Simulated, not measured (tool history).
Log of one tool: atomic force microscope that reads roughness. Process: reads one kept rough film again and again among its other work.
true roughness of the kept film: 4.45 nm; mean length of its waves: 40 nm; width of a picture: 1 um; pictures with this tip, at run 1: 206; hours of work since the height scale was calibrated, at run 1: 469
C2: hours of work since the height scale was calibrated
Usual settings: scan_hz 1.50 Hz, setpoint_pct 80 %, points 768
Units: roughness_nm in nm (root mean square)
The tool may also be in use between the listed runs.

Run 1, hour 0.0: usual settings; pictures with this tip 206; C2 469. Result: roughness_nm 3.331 nm (root mean square).
Run 2, hour 8.9: usual settings; pictures with this tip 215; C2 475. Result: roughness_nm 3.304 nm (root mean square).
Run 3, hour 19.0: usual settings but setpoint_pct 61 %; pictures with this tip 225; C2 481. Result: roughness_nm 3.597 nm (root mean square).
Run 4, hour 36.9: usual settings but setpoint_pct 61 %; pictures with this tip 244; C2 492. Result: roughness_nm 3.613 nm (root mean square).
Run 5, hour 49.2: usual settings; pictures with this tip 256; C2 499. Result: roughness_nm 3.259 nm (root mean square).
Run 6, hour 69.1: usual settings but setpoint_pct 58 %; pictures with this tip 277; C2 511. Result: roughness_nm 3.584 nm (root mean square).
At hour 76.1: new tip fitted.
Run 7, hour 82.0: usual settings but setpoint_pct 58 %; pictures with this tip 6; C2 519. Result: roughness_nm 4.029 nm (root mean square).
Run 8, hour 91.9: usual settings but setpoint_pct 58 %; pictures with this tip 16; C2 525. Result: roughness_nm 3.976 nm (root mean square).
Run 9, hour 111.8: usual settings but setpoint_pct 57 %; pictures with this tip 37; C2 537. Result: roughness_nm 3.959 nm (root mean square).
Run 10, hour 120.6: usual settings but setpoint_pct 57 %; pictures with this tip 46; C2 543. Result: roughness_nm 3.927 nm (root mean square).
Run 11, hour 133.3: usual settings but setpoint_pct 57 %; pictures with this tip 59; C2 550. Result: roughness_nm 3.894 nm (root mean square).
Run 12, hour 151.2: usual settings but setpoint_pct 57 %; pictures with this tip 77; C2 561. Result: roughness_nm 3.881 nm (root mean square).
Run 13, hour 167.2: usual settings but setpoint_pct 57 %; pictures with this tip 94; C2 571. Result: roughness_nm 3.857 nm (root mean square).
Run 14, hour 179.4: usual settings but setpoint_pct 57 %; pictures with this tip 106; C2 578. Result: roughness_nm 3.813 nm (root mean square).
Run 15, hour 190.6: usual settings but setpoint_pct 57 %; pictures with this tip 118; C2 585. Result: roughness_nm 3.815 nm (root mean square).
Run 16, hour 202.0: usual settings but points 622; pictures with this tip 129; C2 592. Result: roughness_nm 3.413 nm (root mean square).
Run 17, hour 216.9: usual settings but points 622; pictures with this tip 145; C2 601. Result: roughness_nm 3.368 nm (root mean square).
Run 18, hour 232.5: usual settings; pictures with this tip 161; C2 611. Result: roughness_nm 3.328 nm (root mean square).
Run 19, hour 243.9: usual settings but scan_hz 1.38 Hz; pictures with this tip 172; C2 618. Result: roughness_nm 3.390 nm (root mean square).
Run 20, hour 253.7: usual settings but scan_hz 2.87 Hz; pictures with this tip 182; C2 624. Result: roughness_nm 2.967 nm (root mean square).
At hour 255.8: height scale calibrated on a step standard.
Run 21, hour 273.5: usual settings but scan_hz 2.87 Hz; pictures with this tip 202; C2 11. Result: roughness_nm 2.941 nm (root mean square).
Run 22, hour 283.7: usual settings but scan_hz 2.87 Hz; pictures with this tip 212; C2 17. Result: roughness_nm 2.937 nm (root mean square).
Run 23, hour 293.3: usual settings but scan_hz 2.87 Hz; pictures with this tip 222; C2 23. Result: roughness_nm 2.924 nm (root mean square).
Run 24, hour 311.4: usual settings but points 977; pictures with this tip 241; C2 34. Result: roughness_nm 3.252 nm (root mean square).
At hour 326.0: height scale calibrated on a step standard, once more.
Run 25, hour 326.0: usual settings but scan_hz 0.82 Hz, setpoint_pct 70 %, points 367; pictures with this tip 254; C2 0. Result: roughness_nm 3.534 nm (root mean square).
Run 26, hour 337.7: usual settings but scan_hz 0.82 Hz, setpoint_pct 70 %, points 367; pictures with this tip 266; C2 7. Result: roughness_nm 3.538 nm (root mean square).
At hour 354.2: new tip fitted.
Run 27, hour 357.9: usual settings but scan_hz 0.82 Hz, setpoint_pct 70 %, points 367; pictures with this tip 4; C2 19. Result: roughness_nm 3.985 nm (root mean square).
Run 28, hour 378.5: usual settings but scan_hz 1.10 Hz, setpoint_pct 59 %; pictures with this tip 25; C2 32. Result: roughness_nm 3.975 nm (root mean square).
Run 29, hour 387.7: usual settings but scan_hz 1.10 Hz, setpoint_pct 59 %; pictures with this tip 34; C2 37. Result: roughness_nm 3.962 nm (root mean square).
Run 30, hour 405.6: usual settings but scan_hz 1.10 Hz, setpoint_pct 59 %; pictures with this tip 53; C2 48. Result: roughness_nm 3.942 nm (root mean square).
Run 31, hour 415.1: usual settings but scan_hz 3.32 Hz, points 922; pictures with this tip 62; C2 54. Result: roughness_nm 3.020 nm (root mean square).
Run 32, hour 425.6: usual settings but scan_hz 0.62 Hz, setpoint_pct 71 %, points 972; pictures with this tip 73; C2 60. Result: roughness_nm 3.921 nm (root mean square).
Run 33, hour 437.7: usual settings but scan_hz 0.62 Hz, setpoint_pct 71 %, points 972; pictures with this tip 85; C2 68. Result: roughness_nm 3.878 nm (root mean square).
Run 34, hour 452.4: usual settings but scan_hz 0.97 Hz, setpoint_pct 71 %, points 972; pictures with this tip 101; C2 77. Result: roughness_nm 3.746 nm (root mean square).
Run 35, hour 473.4: usual settings but scan_hz 0.97 Hz, setpoint_pct 71 %, points 972; pictures with this tip 122; C2 90. Result: roughness_nm 3.726 nm (root mean square).
Run 36, hour 486.3: usual settings but setpoint_pct 55 %; pictures with this tip 135; C2 98. Result: roughness_nm 3.795 nm (root mean square).
Run 37, hour 505.2: usual settings but setpoint_pct 55 %, points 472; pictures with this tip 155; C2 109. Result: roughness_nm 3.786 nm (root mean square).
Run 38, hour 519.0: usual settings but setpoint_pct 55 %, points 472; pictures with this tip 169; C2 117. Result: roughness_nm 3.736 nm (root mean square).
Run 39, hour 539.4: usual settings but scan_hz 0.69 Hz, setpoint_pct 60 %, points 568; pictures with this tip 190; C2 130. Result: roughness_nm 3.740 nm (root mean square).
Run 40, hour 551.8: usual settings but scan_hz 0.57 Hz, setpoint_pct 82 %, points 325; pictures with this tip 202; C2 138. Result: roughness_nm 3.549 nm (root mean square).
Run 41, hour 572.7: usual settings but scan_hz 0.57 Hz, setpoint_pct 82 %, points 325; pictures with this tip 224; C2 150. Result: roughness_nm 3.520 nm (root mean square).
Run 42, hour 585.3: usual settings but scan_hz 2.21 Hz, setpoint_pct 61 %; pictures with this tip 237; C2 158. Result: roughness_nm 3.494 nm (root mean square).
Run 43, hour 604.0: usual settings but setpoint_pct 61 %, points 832; pictures with this tip 256; C2 169. Result: roughness_nm 3.552 nm (root mean square).
Run 44, hour 614.4: usual settings but setpoint_pct 61 %, points 832; pictures with this tip 267; C2 176. Result: roughness_nm 3.542 nm (root mean square).
Run 45, hour 629.7: usual settings but scan_hz 0.79 Hz, points 803; pictures with this tip 282; C2 185. Result: roughness_nm 3.414 nm (root mean square).

Hidden state or all else? Some run-to-run changes of roughness_nm, split into what the settings, what came in and random variation would give without the hidden state, and what is left for the hidden state (with any gauge scatter that isn't in both results):
The hidden state here: radius of the tip, nm; height scale over the true one, %; drift of the gauge itself on roughness_nm, %.
Run 5 -> 6: setpoint_pct 80 -> 58. roughness_nm +0.325 nm (root mean square): hidden state -0.069, all else +0.394.
Run 6 -> 7: new tip fitted. roughness_nm +0.445 nm (root mean square): hidden state +0.408, all else +0.037.
Run 26 -> 27: new tip fitted. roughness_nm +0.447 nm (root mean square): hidden state +0.418, all else +0.029.
Run 30 -> 31: scan_hz 1.10 -> 3.32, setpoint_pct 59 -> 80, points 768 -> 922. roughness_nm -0.922 nm (root mean square): hidden state +0.017, all else -0.939.
Run 31 -> 32: scan_hz 3.32 -> 0.62, setpoint_pct 80 -> 71, points 922 -> 972. roughness_nm +0.901 nm (root mean square): hidden state -0.051, all else +0.952.
